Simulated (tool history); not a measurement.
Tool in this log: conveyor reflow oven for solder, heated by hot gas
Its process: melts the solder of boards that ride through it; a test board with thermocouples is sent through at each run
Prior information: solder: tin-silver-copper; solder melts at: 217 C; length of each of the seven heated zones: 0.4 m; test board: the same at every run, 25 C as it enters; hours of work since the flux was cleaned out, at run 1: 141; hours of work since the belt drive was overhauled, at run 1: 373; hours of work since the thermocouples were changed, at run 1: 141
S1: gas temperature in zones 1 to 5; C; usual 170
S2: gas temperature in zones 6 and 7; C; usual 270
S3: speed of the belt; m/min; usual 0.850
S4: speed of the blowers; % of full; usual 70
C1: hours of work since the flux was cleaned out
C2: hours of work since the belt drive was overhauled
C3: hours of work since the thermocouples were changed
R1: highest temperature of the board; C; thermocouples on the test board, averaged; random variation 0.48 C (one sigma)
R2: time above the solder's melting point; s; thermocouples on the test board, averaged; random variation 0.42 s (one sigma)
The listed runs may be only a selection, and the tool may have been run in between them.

| run | day | S1 | S2 | S3 | S4 | C1 | C2 | C3 | R1 | R2 |
|---|---|---|---|---|---|---|---|---|---|---|
| 1 | 0.000 | 170 | 270 | 0.850 | 70 | 141 | 373 | 141 | 255.7 | 43.8 |
| 2 | 1.075 | 170 | 270 | 0.850 | 70 | 158 | 390 | 158 | 256.0 | 43.8 |
| 3 | 3.392 | 170 | 270 | 0.850 | 70 | 195 | 426 | 195 | 255.3 | 43.7 |
| 4 | 5.712 | 158 | 270 | 0.850 | 70 | 232 | 463 | 232 | 254.3 | 39.7 |
| 5 | 7.354 | 158 | 270 | 0.850 | 70 | 258 | 489 | 258 | 252.8 | 39.6 |
| 6 | 9.246 | 158 | 270 | 0.850 | 70 | 288 | 519 | 288 | 252.9 | 39.4 |
| 7 | 10.554 | 158 | 270 | 0.850 | 70 | 308 | 540 | 308 | 252.8 | 39.7 |
| 8 | 11.854 | 158 | 270 | 0.850 | 70 | 329 | 561 | 329 | 252.5 | 39.3 |
|  | 12.246 | flux residue cleaned out of gas plates and filters |
| 9 | 13.371 | 158 | 270 | 0.850 | 70 | 18 | 581 | 350 | 251.9 | 39.0 |
| 10 | 14.933 | 158 | 270 | 0.850 | 70 | 43 | 606 | 375 | 252.2 | 39.3 |
|  | 16.400 | flux residue cleaned out of gas plates and filters, once more |
| 11 | 16.838 | 158 | 270 | 0.850 | 70 | 7 | 633 | 401 | 253.7 | 40.2 |
| 12 | 18.900 | 158 | 270 | 0.850 | 70 | 40 | 666 | 434 | 254.1 | 39.3 |
| 13 | 20.517 | 158 | 270 | 0.850 | 70 | 65 | 691 | 460 | 253.7 | 40.1 |
| 14 | 22.292 | 179 | 270 | 0.850 | 70 | 93 | 719 | 488 | 256.8 | 46.3 |
| 15 | 23.792 | 179 | 270 | 0.850 | 70 | 117 | 743 | 512 | 255.4 | 46.1 |
| 16 | 25.246 | 176 | 273 | 0.695 | 70 | 140 | 766 | 535 | 262.2 | 60.4 |
| 17 | 27.575 | 172 | 273 | 0.793 | 70 | 177 | 803 | 572 | 259.6 | 49.7 |
| 18 | 28.883 | 156 | 270 | 0.720 | 70 | 198 | 824 | 592 | 257.3 | 50.1 |

Predict the results of run 19:
| 19 | 30.075 | 156 | 270 | 0.720 | 70 | 217 | 843 | 611 | ? | ? |

{"run 19": {"R1": 257.2, "R2": 50.0}}
The same run, on a tool lacking any hidden state, would have yielded R1 259.8 C, R2 51.1 s.

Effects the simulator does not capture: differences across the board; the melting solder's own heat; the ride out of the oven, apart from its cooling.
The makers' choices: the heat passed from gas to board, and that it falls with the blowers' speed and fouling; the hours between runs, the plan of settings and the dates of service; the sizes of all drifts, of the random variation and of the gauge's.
